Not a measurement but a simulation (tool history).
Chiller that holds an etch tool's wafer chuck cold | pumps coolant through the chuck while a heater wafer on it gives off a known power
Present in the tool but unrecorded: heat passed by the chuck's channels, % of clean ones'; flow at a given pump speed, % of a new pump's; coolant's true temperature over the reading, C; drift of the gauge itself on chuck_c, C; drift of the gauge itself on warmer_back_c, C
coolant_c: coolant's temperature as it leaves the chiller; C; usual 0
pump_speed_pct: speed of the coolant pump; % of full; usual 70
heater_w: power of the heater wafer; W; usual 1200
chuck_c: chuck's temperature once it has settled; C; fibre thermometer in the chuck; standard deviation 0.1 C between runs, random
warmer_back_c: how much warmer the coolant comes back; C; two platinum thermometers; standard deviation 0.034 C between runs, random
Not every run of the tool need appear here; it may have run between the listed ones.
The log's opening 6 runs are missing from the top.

| run | hour | coolant_c | pump_speed_pct | heater_w | hours since the coolant was changed and the channels were flushed | hours since the pump was overhauled | hours since the chiller's thermometer was calibrated | chuck_c | warmer_back_c |
|---|---|---|---|---|---|---|---|---|---|
| 7 | 140.8 | 4 | 70 | 1200 | 2274 | 250 | 101 | 14.4 | 5.06 |
| 8 | 171.5 | 4 | 70 | 1200 | 2304 | 281 | 132 | 14.5 | 5.12 |
| 9 | 201.3 | 0 | 70 | 1200 | 2334 | 311 | 162 | 10.4 | 5.11 |
| 10 | 232.1 | 0 | 70 | 1216 | 2365 | 342 | 193 | 10.6 | 5.15 |
| 11 | 253.9 | 0 | 70 | 1216 | 2387 | 363 | 214 | 10.5 | 5.16 |
| 12 | 279.4 | 0 | 70 | 1200 | 2412 | 389 | 240 | 10.4 | 5.10 |
| 13 | 298.3 | 0 | 70 | 1200 | 2431 | 408 | 259 | 10.3 | 5.06 |
| 14 | 316.5 | 0 | 70 | 1200 | 2449 | 426 | 277 | 10.4 | 5.13 |
| 15 | 342.2 | 0 | 70 | 1200 | 2475 | 452 | 303 | 10.5 | 5.05 |
| 16 | 358.7 | 0 | 70 | 1200 | 2492 | 468 | 319 | 10.4 | 5.12 |
| 17 | 378.2 | -4 | 76 | 1148 | 2511 | 488 | 339 | 5.1 | 4.50 |
| 18 | 391.2 | 1 | 82 | 1200 | 2524 | 501 | 352 | 10.1 | 4.36 |
| 19 | 415.2 | 4 | 82 | 1090 | 2548 | 525 | 376 | 12.2 | 3.94 |
| 20 | 433.1 | -5 | 70 | 1200 | 2566 | 542 | 393 | 5.6 | 5.10 |
| 21 | 460.3 | 2 | 65 | 1200 | 2593 | 570 | 421 | 13.2 | 5.49 |
| 22 | 483.8 | -9 | 86 | 1200 | 2617 | 593 | 444 | -0.5 | 4.21 |
| 23 | 497.8 | 0 | 77 | 1201 | 2631 | 607 | 458 | 9.7 | 4.60 |
| 24 | 529.8 | 1 | 70 | 886 | 2663 | 639 | 490 | 8.7 | 3.81 |
| 25 | 548.1 | -4 | 70 | 886 | 2681 | 658 | 509 | 3.7 | 3.79 |
| 26 | 576.2 | -4 | 70 | 886 | 2709 | 686 | 537 | 4.0 | 3.76 |
| 27 | 600.1 | 0 | 80 | 1200 | 2733 | 710 | 561 | 9.2 | 4.43 |
| 28 | 621.1 | -3 | 80 | 1732 | 2754 | 731 | 582 | 10.6 | 6.47 |
| 29 | 644.2 | 4 | 80 | 1054 | 2777 | 754 | 605 | 12.1 | 3.94 |
| 30 | 668.8 | -3 | 88 | 912 | 2802 | 778 | 629 | 3.7 | 3.09 |
| 31 | 693.2 | -3 | 88 | 912 | 2826 | 803 | 654 | 3.5 | 3.13 |

4 ways to go on from here, each from the tool as it stands after run 31. What would each give?
| A | 709.3 | -8 | 88 | 912 | 2842 | 819 | 670 | ? | ? |
| B | 709.3 | -8 | 70 | 1200 | 2842 | 819 | 670 | ? | ? |
| C | 709.3 | -9 | 76 | 1599 | 2842 | 819 | 670 | ? | ? |
| D | 709.3 | -5 | 88 | 912 | 2842 | 819 | 670 | ? | ? |

| run | chuck_c | warmer_back_c |
|---|---|---|
| A | -1.5 | 3.11 |
| B | 2.6 | 5.12 |
| C | 4.3 | 6.34 |
| D | 1.4 | 3.10 |
Had the tool no hidden state, the same runs would have come out as:
| run | chuck_c | warmer_back_c |
|---|---|---|
| A | -1.8 | 3.08 |
| B | 2.1 | 5.06 |
| C | 3.7 | 6.27 |
| D | 1.1 | 3.06 |
